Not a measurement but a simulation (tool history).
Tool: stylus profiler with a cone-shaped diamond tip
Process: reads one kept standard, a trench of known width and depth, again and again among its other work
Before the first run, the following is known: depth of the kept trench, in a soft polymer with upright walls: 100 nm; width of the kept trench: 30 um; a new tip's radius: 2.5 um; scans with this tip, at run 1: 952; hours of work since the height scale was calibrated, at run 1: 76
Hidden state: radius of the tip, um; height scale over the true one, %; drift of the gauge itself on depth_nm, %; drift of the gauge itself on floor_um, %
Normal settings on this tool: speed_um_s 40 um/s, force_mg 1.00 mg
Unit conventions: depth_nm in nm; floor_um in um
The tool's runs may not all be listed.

run     day  speed_um_s  force_mg  scans with this tip  hours of work since the height scale was calibrated  depth_nm  floor_um
  1   0.000          40      1.00                  952                                                   76    100.90     28.31
  2   0.971          40      0.49                 1129                                                   91    100.56     28.23
  3   2.079          40      1.00                 1331                                                  107    100.89     28.30
  4   2.983          40      1.00                 1495                                                  120    100.89     28.29
  5   3.942          40      0.35                 1670                                                  134    100.45     28.11
  6   4.942          40      0.35                 1852                                                  149    100.45     28.15
  7   5.496          40      0.35                 1953                                                  157    100.41     28.11
  8   6.258         145      1.00                 2092                                                  168    100.92     27.77
  9   7.338         145      1.00                 2288                                                  184    100.89     27.78
 10   8.042         145      1.00                 2416                                                  194    100.89     27.79
 11   8.900          40      1.08                 2572                                                  207    100.95     28.23
 12   9.588          40      1.08                 2698                                                  217    100.95     28.24
 13  10.325          40      1.00                 2832                                                  227    100.93     28.22
 14  11.442          81      1.50                 3035                                                  244    101.19     28.04
 15  12.175         100      1.87                 3169                                                  254    101.40     28.06
 16  12.879         100      1.87                 3297                                                  265    101.40     27.99
 17  13.846          53      0.73                 3473                                                  279    100.77     28.07
 18  14.638          23      2.82                 3617                                                  290    101.85     28.29
 19  15.388          23      2.82                 3753                                                  301    101.83     28.26
 20  15.996          89      1.00                 3864                                                  310    100.96     27.96
 21  16.621          89      0.96                 3977                                                  319    100.92     27.90
 22  17.717          67      1.78                 4177                                                  335    101.41     28.04
 23  18.417          67      1.78                 4305                                                  346    101.36     28.03
 24  19.246          67      0.45                 4455                                                  358    100.56     27.76
 25  19.950          34      1.78                 4584                                                  368    101.39     28.12
 26  20.983          92      0.41                 4772                                                  383    100.60     27.58

Each row is a separate what-if for the run after 26, all from the same tool condition, not one after another. Results?
  A  21.462         122      1.53                 4859                                                  390         ?         ?
  B  21.462          53      0.78                 4859                                                  390         ?         ?
  C  21.462          92      0.73                 4859                                                  390         ?         ?

run  depth_nm  floor_um
  A    101.27     27.79
  B    100.85     27.99
  C    100.79     27.73
What these runs would have given with no unlogged condition in the tool:
run  depth_nm  floor_um
  A    101.19     28.15
  B    100.78     28.35
  C    100.71     28.09
